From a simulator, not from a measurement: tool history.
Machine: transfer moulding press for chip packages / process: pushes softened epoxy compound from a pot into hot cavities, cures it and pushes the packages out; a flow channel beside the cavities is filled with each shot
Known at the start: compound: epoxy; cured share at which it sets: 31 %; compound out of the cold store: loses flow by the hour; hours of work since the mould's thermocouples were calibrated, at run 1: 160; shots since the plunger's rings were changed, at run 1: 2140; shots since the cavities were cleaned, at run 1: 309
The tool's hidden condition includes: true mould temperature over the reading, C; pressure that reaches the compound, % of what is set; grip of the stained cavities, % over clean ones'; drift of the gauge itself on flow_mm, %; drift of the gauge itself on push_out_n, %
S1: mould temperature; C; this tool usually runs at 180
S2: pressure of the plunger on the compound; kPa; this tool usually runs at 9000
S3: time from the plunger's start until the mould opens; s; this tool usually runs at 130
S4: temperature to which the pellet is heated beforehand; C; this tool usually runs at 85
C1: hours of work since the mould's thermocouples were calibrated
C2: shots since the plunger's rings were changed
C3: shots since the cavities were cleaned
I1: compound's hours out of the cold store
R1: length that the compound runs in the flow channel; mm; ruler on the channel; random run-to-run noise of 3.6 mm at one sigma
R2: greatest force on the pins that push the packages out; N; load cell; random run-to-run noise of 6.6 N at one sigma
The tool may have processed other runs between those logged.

run 1 hour=0 | S1=180 S2=9000 S3=130 S4=85 | C1=160 C2=2140 C3=309 | I1=42.5 | R1=834 R2=245
run 2 hour=78.9 | S1=180 S2=9000 S3=130 S4=85 | C1=197 C2=2705 C3=874 | I1=26.2 | R1=909 R2=272
-- hour=111.2 cavities cleaned with cleaning compound and waxed
run 3 hour=147.7 | S1=180 S2=9000 S3=130 S4=85 | C1=229 C2=3187 C3=261 | I1=38.2 | R1=849 R2=268
run 4 hour=218.5 | S1=180 S2=9000 S3=130 S4=85 | C1=263 C2=3693 C3=767 | I1=44.8 | R1=819 R2=260
-- hour=227 plunger's sealing rings changed
-- hour=269 cavities cleaned with cleaning compound and waxed
run 5 hour=285 | S1=180 S2=9000 S3=130 S4=85 | C1=293 C2=405 C3=115 | I1=37.9 | R1=849 R2=264
run 6 hour=329.9 | S1=180 S2=9120 S3=130 S4=85 | C1=314 C2=726 C3=436 | I1=10.6 | R1=1007 R2=274
run 7 hour=375.3 | S1=180 S2=9120 S3=130 S4=85 | C1=336 C2=1051 C3=761 | I1=41.9 | R1=836 R2=268
-- hour=422.7 cavities cleaned with cleaning compound and waxed
run 8 hour=442.2 | S1=180 S2=9120 S3=130 S4=85 | C1=367 C2=1519 C3=140 | I1=14.8 | R1=979 R2=257
run 9 hour=532.1 | S1=180 S2=9000 S3=130 S4=87 | C1=409 C2=2163 C3=784 | I1=47.5 | R1=807 R2=259
-- hour=571.8 cavities cleaned with cleaning compound and waxed
run 10 hour=587 | S1=180 S2=9000 S3=130 S4=87 | C1=435 C2=2545 C3=109 | I1=44.8 | R1=817 R2=248
run 11 hour=655.5 | S1=180 S2=9000 S3=130 S4=85 | C1=467 C2=3035 C3=599 | I1=22.4 | R1=935 R2=277
run 12 hour=705.2 | S1=180 S2=9000 S3=130 S4=85 | C1=491 C2=3391 C3=955 | I1=8.3 | R1=1006 R2=264
-- hour=723.1 cavities cleaned with cleaning compound and waxed
-- hour=759.1 plunger's sealing rings changed
run 13 hour=770.3 | S1=180 S2=9000 S3=130 S4=85 | C1=520 C2=80 C3=320 | I1=37.4 | R1=851 R2=255
run 14 hour=841.5 | S1=176 S2=9000 S3=130 S4=85 | C1=554 C2=589 C3=829 | I1=8.5 | R1=1022 R2=317
-- hour=873.6 cavities cleaned with cleaning compound and waxed
run 15 hour=929.9 | S1=172 S2=9410 S3=130 S4=85 | C1=595 C2=1212 C3=404 | I1=10.9 | R1=1045 R2=406
run 16 hour=1003 | S1=180 S2=10540 S3=123 S4=85 | C1=630 C2=1735 C3=927 | I1=21.9 | R1=998 R2=280
-- hour=1021.2 cavities cleaned with cleaning compound and waxed
run 17 hour=1092.2 | S1=185 S2=7160 S3=165 S4=80 | C1=672 C2=2362 C3=507 | I1=22.9 | R1=816 R2=239
-- hour=1175.7 cavities cleaned with cleaning compound and waxed
run 18 hour=1178.3 | S1=181 S2=7510 S3=116 S4=80 | C1=712 C2=2968 C3=19 | I1=22.9 | R1=841 R2=293
run 19 hour=1259.1 | S1=179 S2=7510 S3=116 S4=81 | C1=750 C2=3546 C3=597 | I1=16.3 | R1=882 R2=336
-- hour=1285.3 plunger's sealing rings changed
-- hour=1327.7 cavities cleaned with cleaning compound and waxed
run 20 hour=1334 | S1=179 S2=7510 S3=116 S4=81 | C1=784 C2=338 C3=45 | I1=36.2 | R1=790 R2=296
run 21 hour=1423.2 | S1=183 S2=10320 S3=152 S4=82 | C1=826 C2=976 C3=683 | I1=15 | R1=1026 R2=246
-- hour=1476.6 cavities cleaned with cleaning compound and waxed
run 22 hour=1502.3 | S1=183 S2=10320 S3=152 S4=82 | C1=863 C2=1532 C3=185 | I1=31.8 | R1=936 R2=252
-- hour=1549.7 mould's thermocouples calibrated
run 23 hour=1580.6 | S1=183 S2=10320 S3=152 S4=82 | C1=15 C2=2078 C3=731 | I1=35.7 | R1=923 R2=241
-- hour=1626.3 cavities cleaned with cleaning compound and waxed
run 24 hour=1641.6 | S1=175 S2=7650 S3=130 S4=85 | C1=43 C2=2504 C3=110 | I1=42.6 | R1=772 R2=287
run 25 hour=1732.3 | S1=174 S2=9540 S3=124 S4=85 | C1=86 C2=3152 C3=758 | I1=23.6 | R1=971 R2=384
-- hour=1774.7 cavities cleaned with cleaning compound and waxed
run 26 hour=1798.3 | S1=174 S2=9540 S3=124 S4=85 | C1=117 C2=3614 C3=168 | I1=20.1 | R1=980 R2=351
-- hour=1815.3 plunger's sealing rings changed
run 27 hour=1869.5 | S1=174 S2=8780 S3=124 S4=76 | C1=149 C2=388 C3=660 | I1=8 | R1=1018 R2=402

What if the next run were any one of these 4? Each begins from the tool's condition after run 27:
run A hour=1918.1 | S1=174 S2=9000 S3=130 S4=85 | C1=173 C2=736 C3=1008 | I1=38.1 | R1=? R2=?
run B hour=1918.1 | S1=174 S2=8250 S3=127 S4=78 | C1=173 C2=736 C3=1008 | I1=14.2 | R1=? R2=?
run C hour=1918.1 | S1=187 S2=9360 S3=130 S4=76 | C1=173 C2=736 C3=1008 | I1=10.3 | R1=? R2=?
run D hour=1918.1 | S1=180 S2=9000 S3=130 S4=85 | C1=173 C2=736 C3=1008 | I1=14 | R1=? R2=?

run=A R1=864 R2=335
run=B R1=951 R2=364
run=C R1=1002 R2=254
run=D R1=980 R2=271
With no hidden state in the tool, these same runs would have given:
run=A R1=864 R2=328
run=B R1=951 R2=357
run=C R1=1002 R2=249
run=D R1=980 R2=265
